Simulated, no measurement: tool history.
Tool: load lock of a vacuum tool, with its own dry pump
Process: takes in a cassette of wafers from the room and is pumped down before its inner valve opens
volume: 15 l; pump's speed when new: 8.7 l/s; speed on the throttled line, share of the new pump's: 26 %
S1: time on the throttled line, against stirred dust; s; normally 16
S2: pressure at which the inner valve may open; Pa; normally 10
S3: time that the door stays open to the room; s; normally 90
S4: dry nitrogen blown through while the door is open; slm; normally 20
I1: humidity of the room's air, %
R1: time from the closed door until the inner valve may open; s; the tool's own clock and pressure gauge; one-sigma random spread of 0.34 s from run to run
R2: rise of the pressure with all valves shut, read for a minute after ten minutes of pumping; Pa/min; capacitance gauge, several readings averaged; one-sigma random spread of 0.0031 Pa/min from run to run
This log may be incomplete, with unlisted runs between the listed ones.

{"run": 1, "hour": 0.0, "S1": 16, "S2": 10, "S3": 90, "S4": 20, "I1": 44.4, "R1": 29.4, "R2": 0.063}
{"run": 2, "hour": 201.7, "S1": 16, "S2": 10, "S3": 90, "S4": 20, "I1": 42.8, "R1": 29.2, "R2": 0.062}
{"run": 3, "hour": 476.3, "S1": 16, "S2": 10, "S3": 90, "S4": 20, "I1": 43, "R1": 29.9, "R2": 0.074}
{"run": 4, "hour": 834.3, "S1": 16, "S2": 10, "S3": 90, "S4": 20, "I1": 46.6, "R1": 30.4, "R2": 0.083}
{"run": 5, "hour": 1112.1, "S1": 16, "S2": 12, "S3": 90, "S4": 20, "I1": 43.4, "R1": 28.5, "R2": 0.084}
{"run": 6, "hour": 1423.2, "S1": 16, "S2": 12, "S3": 90, "S4": 20, "I1": 43.4, "R1": 30.1, "R2": 0.091}
{"run": 7, "hour": 1689.1, "S1": 26, "S2": 10, "S3": 90, "S4": 4, "I1": 45.1, "R1": 36.7, "R2": 0.121}
{"run": 8, "hour": 2063.0, "S1": 26, "S2": 10, "S3": 90, "S4": 4, "I1": 47, "R1": 36.6, "R2": 0.139}
{"run": 9, "hour": 2459.3, "S1": 15, "S2": 10, "S3": 90, "S4": 5, "I1": 44.9, "R1": 29.2, "R2": 0.136}
{"run": 10, "hour": 2773.6, "S1": 15, "S2": 10, "S3": 90, "S4": 5, "I1": 44.2, "R1": 29.2, "R2": 0.146}
{"run": 11, "hour": 3021.1, "S1": 15, "S2": 16, "S3": 47, "S4": 5, "I1": 45.1, "R1": 28.6, "R2": 0.137}
{"run": 12, "hour": 3395.8, "S1": 15, "S2": 16, "S3": 47, "S4": 11, "I1": 43.1, "R1": 28.9, "R2": 0.134}

Difference, measured minus no-hidden-state, one row per run. Run-to-run variation is common to both terms; the gauge's own scatter need not be:
The tool's hidden condition here consists of: pump's speed, % of a new pump's; leak at the door's seal, Pa l/s; drift of the gauge itself on ready_s, %; drift of the gauge itself on rise_pa_min, %.
run=1 R1=+1.7 R2=+0.001
run=2 R1=+1.8 R2=+0.005
run=3 R1=+1.9 R2=+0.009
run=4 R1=+2 R2=+0.016
run=5 R1=+1.9 R2=+0.021
run=6 R1=+2 R2=+0.028
run=7 R1=+1.6 R2=+0.033
run=8 R1=+1.8 R2=+0.041
run=9 R1=+2.5 R2=+0.049
run=10 R1=+2.6 R2=+0.058
run=11 R1=+2.5 R2=+0.065
run=12 R1=+2.5 R2=+0.076
